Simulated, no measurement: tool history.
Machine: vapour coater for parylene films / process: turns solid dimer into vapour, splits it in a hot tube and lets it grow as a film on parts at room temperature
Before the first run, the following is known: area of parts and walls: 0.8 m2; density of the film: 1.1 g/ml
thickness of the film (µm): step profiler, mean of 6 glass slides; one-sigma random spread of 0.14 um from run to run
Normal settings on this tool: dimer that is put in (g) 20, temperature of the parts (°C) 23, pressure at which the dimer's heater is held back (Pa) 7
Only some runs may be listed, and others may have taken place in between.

run   hour  dimer that is put in (g)  temperature of the parts (°C)  pressure at which the dimer's heater is held back (Pa)  thickness of the film (µm)
  1      0                        20                             23                                                       7                       16.02
  2   13.6                        29                             23                                                       7                       23.64
  3   20.8                        29                             23                                                       7                       23.46
  4   37.8                        29                             28                                                       7                       20.63
  5   45.1                        29                             28                                                       7                       20.36
  6   53.3                        29                             28                                                       7                        20.6
  7   61.9                        20                             23                                                       7                       15.58
  8   73.7                        20                             23                                                       7                        15.8
  9   86.5                        20                             23                                                       7                       15.64
 10  101.8                        20                             23                                                       7                       15.68
 11  115.7                        20                             33                                                       7                       12.58
 12  129.7                        20                             33                                                       7                       12.43
 13  143.4                        20                             16                                                       7                       18.36
 14  152.4                        13                             24                                                    3.21                       10.65
 15  166.4                        20                             20                                                    3.84                       17.35
 16    180                        17                             20                                                    9.93                       13.77
 17  197.3                         8                             20                                                    4.45                         6.9
 18  208.9                         8                             20                                                    4.45                        6.88
 19  224.5                        33                             29                                                       7                       22.28
 20    238                        24                             27                                                       7                       17.12
 21  250.4                        24                             27                                                       7                       16.72
 22  263.7                         9                             17                                                    2.55                        8.68
 23  276.2                        11                             17                                                    9.82                        9.21

Run 24 comes next. What will it give?
 24  292.7                        11                             32                                                    9.82                           ?

Run 24 measured thickness of the film (µm) 6.58.
Minus the tool's unlogged condition, the same run would have read thickness of the film (µm) 7.24.
